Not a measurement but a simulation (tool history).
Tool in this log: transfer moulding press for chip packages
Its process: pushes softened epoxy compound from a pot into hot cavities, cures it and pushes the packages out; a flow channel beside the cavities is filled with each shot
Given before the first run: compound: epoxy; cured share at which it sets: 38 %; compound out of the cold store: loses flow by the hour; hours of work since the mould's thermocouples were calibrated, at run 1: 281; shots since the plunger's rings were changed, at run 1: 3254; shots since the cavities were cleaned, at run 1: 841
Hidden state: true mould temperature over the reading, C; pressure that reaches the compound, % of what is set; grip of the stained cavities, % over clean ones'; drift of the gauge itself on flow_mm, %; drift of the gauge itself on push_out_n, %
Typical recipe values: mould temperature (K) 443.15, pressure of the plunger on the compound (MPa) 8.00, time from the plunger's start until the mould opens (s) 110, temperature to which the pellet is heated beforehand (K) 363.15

run	hour	mould temperature (K)	pressure of the plunger on the compound (MPa)	time from the plunger's start until the mould opens (s)	temperature to which the pellet is heated beforehand (K)	hours of work since the mould's thermocouples were calibrated	shots since the plunger's rings were changed	shots since the cavities were cleaned	incoming compound's hours out of the cold store	length that the compound runs in the flow channel (mm)	greatest force on the pins that push the packages out (N)
1	0.0	443.15	8.00	110	363.15	281	3254	841	46.3	674	621
# hour 35.0: cavities cleaned with cleaning compound and waxed
# hour 44.1: plunger's sealing rings changed
2	72.2	443.15	8.00	110	362.15	316	235	290	31.7	755	533
3	150.4	443.15	8.00	110	362.15	356	887	942	35.7	727	665
# hour 168.6: cavities cleaned with cleaning compound and waxed
4	214.3	443.15	8.00	110	362.15	388	1408	382	44.7	694	553
5	289.2	443.15	8.00	110	362.15	426	2034	1008	24.4	766	702
# hour 299.3: cavities cleaned with cleaning compound and waxed
6	369.8	443.15	8.00	110	362.15	467	2694	589	11.2	794	648
# hour 437.8: cavities cleaned with cleaning compound and waxed
7	438.0	443.15	8.00	110	362.15	501	3251	2	30.3	722	412
# hour 478.9: plunger's sealing rings changed
8	505.5	443.15	8.00	103	363.15	534	222	545	45.8	703	637
# hour 575.7: cavities cleaned with cleaning compound and waxed
9	590.6	443.15	8.00	103	363.15	577	920	125	25.0	787	535
10	673.2	443.15	8.00	103	354.15	619	1610	815	19.2	798	782
# hour 713.2: cavities cleaned with cleaning compound and waxed
11	756.1	442.15	8.00	109	354.15	661	2289	358	32.8	742	636
# hour 844.8: cavities cleaned with cleaning compound and waxed
12	858.8	450.15	7.84	109	354.15	712	3135	118	36.7	691	399
# hour 913.1: plunger's sealing rings changed
# hour 928.5: mould's thermocouples calibrated
13	934.5	450.15	7.84	109	354.15	3	162	712	47.0	688	543
# hour 983.1: cavities cleaned with cleaning compound and waxed
14	1016.4	437.15	8.16	138	368.15	44	833	278	27.9	788	488

Run 15, settings as shown, results not yet in. Your forecast:
15	1072.3	437.15	8.16	138	368.15	73	1300	745	27.8	?	?

{"run 15": {"length that the compound runs in the flow channel (mm)": 791, "greatest force on the pins that push the packages out (N)": 610}}
On a tool with no hidden condition, and with the same random variation, this run would have come out at length that the compound runs in the flow channel (mm) 810, greatest force on the pins that push the packages out (N) 372.
